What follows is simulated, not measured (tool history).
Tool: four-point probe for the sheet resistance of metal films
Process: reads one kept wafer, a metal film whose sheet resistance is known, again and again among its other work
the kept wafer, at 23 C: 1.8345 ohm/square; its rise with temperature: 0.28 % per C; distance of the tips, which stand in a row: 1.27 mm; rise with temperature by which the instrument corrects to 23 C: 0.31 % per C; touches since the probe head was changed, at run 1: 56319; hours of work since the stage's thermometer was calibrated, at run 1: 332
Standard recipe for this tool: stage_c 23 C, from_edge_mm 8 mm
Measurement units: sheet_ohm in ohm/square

run,hour,stage_c,from_edge_mm,touches since the probe head was changed,hours of work since the stage's thermometer was calibrated,sheet_ohm
1,0,23,8,56319,332,1.852108
2,27.9,23,8,57506,349,1.850749
3,50,23,8,58444,362,1.851334
4,64,23,8,59040,370,1.851336
5,91.1,23,8,60193,386,1.850939
6,117.6,23,8,61320,401,1.850576
7,130.9,23,8,61884,409,1.850605
8,157.8,22,8,63030,425,1.851427
9,184.2,21,8,64151,440,1.850812
10,198.9,21,8,64778,449,1.851639
11,212,21,8,65332,456,1.850799
12,233.3,23,11,66239,469,1.838634
13,250.7,23,11,66978,479,1.838626
14,277.3,23,11,68109,494,1.838232
15,293.4,23,8,68797,504,1.849418
16,318,23,8,69842,518,1.848486
17,346.1,23,8,71034,535,1.848638
# hour 348: stage's thermometer calibrated
18,365.6,23,8,71845,10,1.848631
19,382.8,23,8,72576,20,1.849331
20,398,23,8,73220,29,1.848336
# hour 407: stage's thermometer calibrated, once more
21,425.1,23,49,74353,11,1.822171
22,436.6,20,8,74843,17,1.848528
23,450.4,22,35,75426,25,1.823913
24,472.8,23,3,76379,38,1.98079
25,489.8,31,8,77105,48,1.840958
26,512.6,32,4,78073,62,1.909335
27,538,18,5,79152,77,1.885589
28,563.5,18,5,80236,91,1.885358
29,586,32,4,81192,105,1.908916
30,608.9,23,22,82168,118,1.824094
31,634,19,4,83234,133,1.916309
32,653.1,19,44,84047,144,1.823091
33,680.7,19,44,85222,160,1.822329
34,700.6,24,16,86066,172,1.82555
35,723.3,24,16,87032,185,1.825047
36,745.2,28,13,87964,198,1.825635
37,769.2,34,11,88983,212,1.826082
38,792.7,34,11,89981,225,1.826001
39,812.8,33,63,90839,237,1.813867
40,833.8,20,66,91728,249,1.820948
# hour 847.4: new probe head fitted
41,849.5,19,23,88,258,1.833497
42,862.9,26,5,656,266,1.887131
43,883.2,24,5,1520,278,1.888503
44,905.3,24,5,2462,291,1.887748

Selected run-to-run steps in sheet_ohm, each split into two signed amounts: the part the tool would show with no hidden state at all (from settings, incoming material and random variation), and the remainder, which goes to the hidden state together with any gauge scatter not common to the measured and the hidden-state-free results:
Hidden conditions of the tool in this case: inner tips' distance over the nominal, %; tips' flats over new ones', %; wafer's true temperature over the reading, C; drift of the gauge itself on sheet_ohm, %.
Run 20 -> 21: from_edge_mm 8 -> 49, stage's thermometer calibrated, once more. sheet_ohm -0.026165 ohm/square: hidden state -0.001893, all else -0.024272.
Run 23 -> 24: stage_c 22 -> 23, from_edge_mm 35 -> 3. sheet_ohm +0.156877 ohm/square: hidden state -0.001221, all else +0.158098.
Run 24 -> 25: stage_c 23 -> 31, from_edge_mm 3 -> 8. sheet_ohm -0.139832 ohm/square: hidden state +0.000741, all else -0.140573.
Run 31 -> 32: from_edge_mm 4 -> 44. sheet_ohm -0.093218 ohm/square: hidden state +0.0005, all else -0.093718.
Run 40 -> 41: stage_c 20 -> 19, from_edge_mm 66 -> 23, new probe head fitted. sheet_ohm +0.012549 ohm/square: hidden state +0.009481, all else +0.003068.
